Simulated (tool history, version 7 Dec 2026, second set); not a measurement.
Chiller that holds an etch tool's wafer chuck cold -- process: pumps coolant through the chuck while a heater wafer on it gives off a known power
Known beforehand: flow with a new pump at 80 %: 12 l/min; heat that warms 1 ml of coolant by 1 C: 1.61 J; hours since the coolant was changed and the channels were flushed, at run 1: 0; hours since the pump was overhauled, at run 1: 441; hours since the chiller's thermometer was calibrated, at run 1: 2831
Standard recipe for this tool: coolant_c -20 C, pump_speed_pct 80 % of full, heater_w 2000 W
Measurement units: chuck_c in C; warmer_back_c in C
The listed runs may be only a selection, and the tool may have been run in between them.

| run | hour | coolant_c | pump_speed_pct | heater_w | hours since the coolant was changed and the channels were flushed | hours since the pump was overhauled | hours since the chiller's thermometer was calibrated | chuck_c | warmer_back_c |
|---|---|---|---|---|---|---|---|---|---|
| 1 | 0 | -20 | 80 | 2000 | 0 | 441 | 2831 | -1 | 6.23 |
| 2 | 94.8 | -20 | 80 | 2000 | 95 | 535 | 2926 | -1.2 | 6.24 |
| 3 | 145.1 | -20 | 80 | 2000 | 145 | 586 | 2977 | -1 | 6.19 |
| 4 | 206.5 | -20 | 80 | 2000 | 206 | 647 | 3038 | -1.2 | 6.15 |
| 5 | 300.4 | -20 | 80 | 2000 | 300 | 741 | 3132 | -1.1 | 6.2 |
| 6 | 390.7 | -20 | 80 | 2000 | 391 | 831 | 3222 | -1 | 6.21 |
| 7 | 459 | -20 | 80 | 2000 | 459 | 899 | 3290 | -1.1 | 6.17 |
| 8 | 518.4 | -20 | 80 | 2000 | 518 | 959 | 3350 | -1 | 6.24 |
| 9 | 584.3 | -20 | 80 | 2000 | 584 | 1025 | 3416 | -1 | 6.18 |
| 10 | 648.1 | -15 | 80 | 2000 | 648 | 1089 | 3480 | 4.2 | 6.18 |
| 11 | 724.5 | -15 | 80 | 2252 | 724 | 1165 | 3556 | 6.3 | 7.02 |
| 12 | 792 | -15 | 80 | 2252 | 792 | 1233 | 3623 | 6.4 | 7.02 |
| 13 | 830.6 | -20 | 80 | 2139 | 831 | 1271 | 3662 | 0.3 | 6.67 |
| 14 | 924.4 | -20 | 80 | 2139 | 924 | 1365 | 3756 | 0.4 | 6.64 |
| 15 | 1010.7 | -25 | 69 | 1740 | 1011 | 1451 | 3842 | -5.9 | 6.34 |
| 16 | 1051.1 | -20 | 61 | 1870 | 1051 | 1492 | 3883 | 3.2 | 7.93 |
| 17 | 1126.8 | -20 | 61 | 1870 | 1127 | 1567 | 3958 | 3.2 | 7.94 |
| 18 | 1180.2 | -18 | 70 | 1025 | 1180 | 1621 | 4012 | -7 | 3.73 |
| 19 | 1230 | -11 | 80 | 2282 | 1230 | 1671 | 4061 | 10.7 | 7.1 |
| 20 | 1323.9 | -14 | 62 | 2006 | 1324 | 1764 | 4155 | 10.5 | 8.35 |
| 21 | 1395.3 | -14 | 62 | 2006 | 1395 | 1836 | 4227 | 10.6 | 8.38 |
| 22 | 1490.2 | -21 | 97 | 2000 | 1490 | 1931 | 4322 | -5.4 | 5.02 |
| 23 | 1579.2 | -24 | 80 | 2447 | 1579 | 2020 | 4411 | -0.8 | 7.62 |
| 24 | 1641.1 | -24 | 80 | 2447 | 1641 | 2082 | 4473 | -0.8 | 7.68 |

3 options for the next run, each taken on its own from the tool as it stands now. Forecast them:
|  | 1679.5 | chiller's thermometer calibrated |
| A | 1684.9 | -11 | 94 | 1161 | 1684 | 2124 | 5 | ? | ? |
|  | 1679.5 | chiller's thermometer calibrated |
| B | 1684.9 | -20 | 80 | 2229 | 1684 | 2124 | 5 | ? | ? |
|  | 1679.5 | chiller's thermometer calibrated |
| C | 1684.9 | -24 | 99 | 1133 | 1684 | 2124 | 5 | ? | ? |

| run | chuck_c | warmer_back_c |
|---|---|---|
| A | -1.4 | 3.01 |
| B | 1.3 | 6.94 |
| C | -15.2 | 2.77 |
With no hidden state in the tool, these same runs would have given:
| run | chuck_c | warmer_back_c |
|---|---|---|
| A | -1.5 | 3 |
| B | 1.3 | 6.93 |
| C | -15.2 | 2.77 |
